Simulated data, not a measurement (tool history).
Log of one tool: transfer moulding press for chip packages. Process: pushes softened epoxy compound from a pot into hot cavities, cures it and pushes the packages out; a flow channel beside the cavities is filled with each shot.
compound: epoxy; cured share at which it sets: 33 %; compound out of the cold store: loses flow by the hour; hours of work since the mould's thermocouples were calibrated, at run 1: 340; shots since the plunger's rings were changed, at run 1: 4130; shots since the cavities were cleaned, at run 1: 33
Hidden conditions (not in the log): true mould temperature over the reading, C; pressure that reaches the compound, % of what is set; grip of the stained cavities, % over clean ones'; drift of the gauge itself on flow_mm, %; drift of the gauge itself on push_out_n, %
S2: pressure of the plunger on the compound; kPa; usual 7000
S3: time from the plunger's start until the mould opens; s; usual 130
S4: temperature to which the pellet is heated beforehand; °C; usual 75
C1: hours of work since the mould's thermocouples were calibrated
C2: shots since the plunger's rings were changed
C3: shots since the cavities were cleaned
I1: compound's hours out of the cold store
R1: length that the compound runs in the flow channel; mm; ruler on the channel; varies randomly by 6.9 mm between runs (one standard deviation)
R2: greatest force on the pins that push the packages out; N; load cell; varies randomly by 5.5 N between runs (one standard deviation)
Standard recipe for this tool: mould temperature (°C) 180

{"run": 1, "hour": 0.0, "mould temperature (°C)": 180, "S2": 7000, "S3": 130, "S4": 75, "C1": 340, "C2": 4130, "C3": 33, "I1": 43, "R1": 719, "R2": 204}
{"hour": 46.6, "done": "plunger's sealing rings changed"}
{"run": 2, "hour": 46.6, "mould temperature (°C)": 180, "S2": 7000, "S3": 130, "S4": 75, "C1": 375, "C2": 0, "C3": 583, "I1": 8.7, "R1": 887, "R2": 358}
{"hour": 54.2, "done": "cavities cleaned with cleaning compound and waxed"}
{"hour": 103.8, "done": "cavities cleaned with cleaning compound and waxed"}
{"run": 3, "hour": 121.0, "mould temperature (°C)": 180, "S2": 7000, "S3": 130, "S4": 75, "C1": 432, "C2": 892, "C3": 216, "I1": 42.8, "R1": 752, "R2": 275}
{"hour": 153.7, "done": "cavities cleaned with cleaning compound and waxed"}
{"run": 4, "hour": 187.7, "mould temperature (°C)": 180, "S2": 7000, "S3": 130, "S4": 75, "C1": 484, "C2": 1705, "C3": 424, "I1": 46.2, "R1": 743, "R2": 309}
{"hour": 211.2, "done": "cavities cleaned with cleaning compound and waxed"}
{"hour": 238.4, "done": "mould's thermocouples calibrated"}
{"hour": 265.6, "done": "cavities cleaned with cleaning compound and waxed"}
{"run": 5, "hour": 277.7, "mould temperature (°C)": 180, "S2": 7000, "S3": 130, "S4": 75, "C1": 30, "C2": 2766, "C3": 151, "I1": 13.3, "R1": 817, "R2": 257}
{"hour": 308.3, "done": "cavities cleaned with cleaning compound and waxed, once more"}
{"hour": 362.0, "done": "cavities cleaned with cleaning compound and waxed"}
{"run": 6, "hour": 368.9, "mould temperature (°C)": 180, "S2": 7990, "S3": 130, "S4": 77, "C1": 101, "C2": 3868, "C3": 87, "I1": 12.7, "R1": 846, "R2": 248}
{"hour": 416.8, "done": "cavities cleaned with cleaning compound and waxed"}
{"run": 7, "hour": 429.9, "mould temperature (°C)": 186, "S2": 7000, "S3": 151, "S4": 75, "C1": 148, "C2": 4611, "C3": 165, "I1": 22.8, "R1": 748, "R2": 222}
{"hour": 438.5, "done": "plunger's sealing rings changed"}
{"hour": 471.5, "done": "cavities cleaned with cleaning compound and waxed"}
{"run": 8, "hour": 516.7, "mould temperature (°C)": 185, "S2": 5690, "S3": 137, "S4": 75, "C1": 214, "C2": 957, "C3": 564, "I1": 30.4, "R1": 714, "R2": 296}
{"hour": 526.5, "done": "cavities cleaned with cleaning compound and waxed"}
{"hour": 579.6, "done": "cavities cleaned with cleaning compound and waxed"}
{"run": 9, "hour": 582.5, "mould temperature (°C)": 183, "S2": 6400, "S3": 125, "S4": 82, "C1": 264, "C2": 1742, "C3": 37, "I1": 27.8, "R1": 744, "R2": 196}
{"hour": 631.8, "done": "cavities cleaned with cleaning compound and waxed"}
{"run": 10, "hour": 673.2, "mould temperature (°C)": 188, "S2": 7990, "S3": 168, "S4": 83, "C1": 336, "C2": 2855, "C3": 516, "I1": 21.3, "R1": 846, "R2": 274}

Take each entry between the runs: how does the hidden state at the last listed run before it differ from the hidden state at the first listed run after it?
Runs 1 to 2: plunger's sealing rings changed (hour 46.6)
  true mould temperature over the reading, C: 0.6 -> 0.64; pressure that reaches the compound, % of what is set: 85 -> 99.69; grip of the stained cavities, % over clean ones': 9.1 -> 84.9
  measured minus no-state result, R1: -62 -> -2 mm; R2: +13 -> +159 N
Runs 2 to 3: cavities cleaned with cleaning compound and waxed (hour 54.2); cavities cleaned with cleaning compound and waxed (hour 103.8)
  true mould temperature over the reading, C: 0.64 -> 0.7; pressure that reaches the compound, % of what is set: 99.69 -> 96.16; grip of the stained cavities, % over clean ones': 84.9 -> 45.2
  measured minus no-state result, R1: -2 -> -17 mm; R2: +159 -> +80 N
Runs 3 to 4: cavities cleaned with cleaning compound and waxed (hour 153.7)
  true mould temperature over the reading, C: 0.7 -> 0.77; pressure that reaches the compound, % of what is set: 96.16 -> 92.99; grip of the stained cavities, % over clean ones': 45.2 -> 72.4
  measured minus no-state result, R1: -17 -> -29 mm; R2: +80 -> +125 N
Runs 4 to 5: cavities cleaned with cleaning compound and waxed (hour 211.2); mould's thermocouples calibrated (hour 238.4); cavities cleaned with cleaning compound and waxed (hour 265.6)
  true mould temperature over the reading, C: 0.77 -> -0.18; pressure that reaches the compound, % of what is set: 92.99 -> 88.98; grip of the stained cavities, % over clean ones': 72.4 -> 30.5
  measured minus no-state result, R1: -29 -> -49 mm; R2: +125 -> +61 N
Runs 5 to 6: cavities cleaned with cleaning compound and waxed, once more (hour 308.3); cavities cleaned with cleaning compound and waxed (hour 362)
  true mould temperature over the reading, C: -0.18 -> -0.1; pressure that reaches the compound, % of what is set: 88.98 -> 84.69; grip of the stained cavities, % over clean ones': 30.5 -> 23.1
  measured minus no-state result, R1: -49 -> -73 mm; R2: +61 -> +46 N
Runs 6 to 7: cavities cleaned with cleaning compound and waxed (hour 416.8)
  true mould temperature over the reading, C: -0.1 -> -0.05; pressure that reaches the compound, % of what is set: 84.69 -> 81.9; grip of the stained cavities, % over clean ones': 23.1 -> 36.5
  measured minus no-state result, R1: -73 -> -79 mm; R2: +46 -> +59 N
Runs 7 to 8: plunger's sealing rings changed (hour 438.5); cavities cleaned with cleaning compound and waxed (hour 471.5)
  true mould temperature over the reading, C: -0.05 -> 0.03; pressure that reaches the compound, % of what is set: 81.9 -> 96.09; grip of the stained cavities, % over clean ones': 36.5 -> 88.5
  measured minus no-state result, R1: -79 -> -14 mm; R2: +59 -> +139 N
Runs 8 to 9: cavities cleaned with cleaning compound and waxed (hour 526.5); cavities cleaned with cleaning compound and waxed (hour 579.6)
  true mould temperature over the reading, C: 0.03 -> 0.09; pressure that reaches the compound, % of what is set: 96.09 -> 93.16; grip of the stained cavities, % over clean ones': 88.5 -> 13.1
  measured minus no-state result, R1: -14 -> -27 mm; R2: +139 -> +22 N
Runs 9 to 10: cavities cleaned with cleaning compound and waxed (hour 631.8)
  true mould temperature over the reading, C: 0.09 -> 0.16; pressure that reaches the compound, % of what is set: 93.16 -> 89.23; grip of the stained cavities, % over clean ones': 13.1 -> 82.6
  measured minus no-state result, R1: -27 -> -50 mm; R2: +22 -> +124 N

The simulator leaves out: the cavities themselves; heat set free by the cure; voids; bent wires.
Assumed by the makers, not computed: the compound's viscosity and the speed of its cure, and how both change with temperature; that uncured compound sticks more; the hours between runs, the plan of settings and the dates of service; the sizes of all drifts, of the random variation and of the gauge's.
